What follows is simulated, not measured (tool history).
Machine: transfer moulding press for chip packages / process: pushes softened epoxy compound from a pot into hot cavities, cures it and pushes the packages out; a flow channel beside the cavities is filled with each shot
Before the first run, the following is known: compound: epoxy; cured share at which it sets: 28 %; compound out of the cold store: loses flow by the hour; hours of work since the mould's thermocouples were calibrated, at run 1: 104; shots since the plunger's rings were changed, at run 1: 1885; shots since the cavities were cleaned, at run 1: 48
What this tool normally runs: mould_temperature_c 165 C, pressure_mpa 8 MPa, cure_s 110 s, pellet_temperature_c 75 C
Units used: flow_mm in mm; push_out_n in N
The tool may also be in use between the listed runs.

run   hour  mould_temperature_c  pressure_mpa  cure_s  pellet_temperature_c  hours of work since the mould's thermocouples were calibrated  shots since the plunger's rings were changed  shots since the cavities were cleaned  incoming compound's hours out of the cold store  flow_mm  push_out_n
  1      0                  165             8     110                    75                                                            104                                          1885                                     48                                               29      663         515
  2      8                  165             8     110                    75                                                            107                                          1944                                    107                                             26.5      676         528
  3   17.1                  169             8     110                    75                                                            111                                          2010                                    173                                              8.2      756         490
  4   24.6                  169             8     110                    75                                                            114                                          2064                                    227                                             45.2      601         499
  5   29.3                  165             8     110                    75                                                            116                                          2099                                    262                                             44.9      608         582
  6   40.3                  165             8     110                    75                                                            120                                          2179                                    342                                             12.4      740         655
      42.7  -- cavities cleaned with cleaning compound and waxed
  7   52.6                  165             8     110                    75                                                            124                                          2257                                     72                                             23.6      690         681
  8   60.1                  165             8     110                    75                                                            127                                          2312                                    127                                             20.1      706         721
      69.5  -- cavities cleaned with cleaning compound and waxed, once more
  9   71.9                  165             8     110                    75                                                            132                                          2387                                     17                                             28.5      671         483
 10   79.5                  165          9.82      90                    66                                                            135                                          2443                                     73                                             32.5      724         699
 11   90.2                  167          9.82     125                    80                                                            139                                          2520                                    150                                             44.3      669         491
 12   95.9                  160             8     110                    75                                                            141                                          2562                                    192                                             20.3      715         740
 13  101.4                  165             8     145                    75                                                            143                                          2602                                    232                                             33.4      647         486
 14    111                  165          6.21     116                    75                                                            147                                          2672                                    302                                             47.6      523         562
 15  116.9                  165          6.21     116                    75                                                            150                                          2715                                    345                                             25.1      599         599
 16  125.7                  165          6.54     149                    75                                                            153                                          2779                                    409                                             19.6      638         539
 17  131.6                  165          6.54     149                    75                                                            156                                          2822                                    452                                             15.3      654         560
 18  140.9                  165          6.54     149                    75                                                            159                                          2890                                    520                                             19.8      633         564

3 ways to go on from here, each from the tool as it stands after run 18. What would each give?
  A  150.5                  165          7.12     110                    75                                                            163                                          2960                                    590                                             36.7        ?           ?
  B  150.5                  162          9.81     110                    84                                                            163                                          2960                                    590                                               12        ?           ?
  C  150.5                  166          6.54      96                    82                                                            163                                          2960                                    590                                             23.7        ?           ?

run  flow_mm  push_out_n
  A      593         680
  B      818         796
  C      614         761
Without the tool's hidden state the same runs would have given:
run  flow_mm  push_out_n
  A      613         468
  B      845         545
  C      635         525
